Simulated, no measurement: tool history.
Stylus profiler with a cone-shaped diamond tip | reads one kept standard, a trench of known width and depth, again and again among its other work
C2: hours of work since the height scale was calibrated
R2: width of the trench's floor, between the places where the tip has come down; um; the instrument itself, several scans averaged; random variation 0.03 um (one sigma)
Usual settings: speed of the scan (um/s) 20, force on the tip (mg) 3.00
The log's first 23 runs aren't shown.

{"run": 24, "hour": 1057.6, "speed of the scan (um/s)": 44, "force on the tip (mg)": 1.54, "scans with this tip": 8887, "C2": 539, "depth of the trench (Å)": 2001.0, "R2": 25.7}
{"run": 25, "hour": 1093.9, "speed of the scan (um/s)": 44, "force on the tip (mg)": 1.54, "scans with this tip": 8998, "C2": 562, "depth of the trench (Å)": 2003.8, "R2": 25.72}
{"run": 26, "hour": 1135.8, "speed of the scan (um/s)": 44, "force on the tip (mg)": 1.54, "scans with this tip": 9127, "C2": 590, "depth of the trench (Å)": 2005.1, "R2": 25.7}
{"run": 27, "hour": 1164.1, "speed of the scan (um/s)": 22, "force on the tip (mg)": 5.57, "scans with this tip": 9214, "C2": 608, "depth of the trench (Å)": 2016.4, "R2": 25.8}
{"run": 28, "hour": 1198.5, "speed of the scan (um/s)": 71, "force on the tip (mg)": 1.21, "scans with this tip": 9320, "C2": 631, "depth of the trench (Å)": 2003.0, "R2": 25.54}
{"run": 29, "hour": 1259.2, "speed of the scan (um/s)": 71, "force on the tip (mg)": 1.21, "scans with this tip": 9506, "C2": 671, "depth of the trench (Å)": 2001.5, "R2": 25.52}
{"run": 30, "hour": 1288.7, "speed of the scan (um/s)": 71, "force on the tip (mg)": 1.21, "scans with this tip": 9597, "C2": 690, "depth of the trench (Å)": 2004.8, "R2": 25.54}
{"run": 31, "hour": 1321.6, "speed of the scan (um/s)": 21, "force on the tip (mg)": 4.5, "scans with this tip": 9698, "C2": 711, "depth of the trench (Å)": 2013.4, "R2": 25.72}
{"run": 32, "hour": 1360.7, "speed of the scan (um/s)": 12, "force on the tip (mg)": 4.5, "scans with this tip": 9818, "C2": 737, "depth of the trench (Å)": 2011.3, "R2": 25.73}
{"run": 33, "hour": 1422.5, "speed of the scan (um/s)": 14, "force on the tip (mg)": 2.7, "scans with this tip": 10008, "C2": 777, "depth of the trench (Å)": 2007.4, "R2": 25.72}
{"run": 34, "hour": 1461.9, "speed of the scan (um/s)": 19, "force on the tip (mg)": 1.33, "scans with this tip": 10129, "C2": 803, "depth of the trench (Å)": 2000.9, "R2": 25.68}
{"run": 35, "hour": 1510.7, "speed of the scan (um/s)": 33, "force on the tip (mg)": 1.02, "scans with this tip": 10279, "C2": 835, "depth of the trench (Å)": 1998.9, "R2": 25.56}
{"run": 36, "hour": 1558.8, "speed of the scan (um/s)": 21, "force on the tip (mg)": 2.57, "scans with this tip": 10427, "C2": 867, "depth of the trench (Å)": 2005.3, "R2": 25.6}
{"run": 37, "hour": 1621.8, "speed of the scan (um/s)": 21, "force on the tip (mg)": 2.57, "scans with this tip": 10620, "C2": 908, "depth of the trench (Å)": 2003.4, "R2": 25.66}
{"run": 38, "hour": 1684.7, "speed of the scan (um/s)": 6, "force on the tip (mg)": 2.09, "scans with this tip": 10813, "C2": 949, "depth of the trench (Å)": 2002.4, "R2": 25.62}

Forecast each of these 4 alternatives for the next run:
{"run": "A", "hour": 1749.3, "speed of the scan (um/s)": 10, "force on the tip (mg)": 1.42, "scans with this tip": 11012, "C2": 991, "depth of the trench (Å)": "?", "R2": "?"}
{"run": "B", "hour": 1749.3, "speed of the scan (um/s)": 6, "force on the tip (mg)": 3.76, "scans with this tip": 11012, "C2": 991, "depth of the trench (Å)": "?", "R2": "?"}
{"run": "C", "hour": 1749.3, "speed of the scan (um/s)": 6, "force on the tip (mg)": 4.3, "scans with this tip": 11012, "C2": 991, "depth of the trench (Å)": "?", "R2": "?"}
{"run": "D", "hour": 1749.3, "speed of the scan (um/s)": 7, "force on the tip (mg)": 2.39, "scans with this tip": 11012, "C2": 991, "depth of the trench (Å)": "?", "R2": "?"}

run=A depth_of_the_trench_(Å)=1998.1 R2=25.61
run=B depth_of_the_trench_(Å)=2006.7 R2=25.66
run=C depth_of_the_trench_(Å)=2007.4 R2=25.66
run=D depth_of_the_trench_(Å)=2003.5 R2=25.66
Without the tool's hidden state the same runs would have given:
run=A depth_of_the_trench_(Å)=2007.9 R2=27.17
run=B depth_of_the_trench_(Å)=2016.5 R2=27.22
run=C depth_of_the_trench_(Å)=2017.3 R2=27.22
run=D depth_of_the_trench_(Å)=2013.3 R2=27.22

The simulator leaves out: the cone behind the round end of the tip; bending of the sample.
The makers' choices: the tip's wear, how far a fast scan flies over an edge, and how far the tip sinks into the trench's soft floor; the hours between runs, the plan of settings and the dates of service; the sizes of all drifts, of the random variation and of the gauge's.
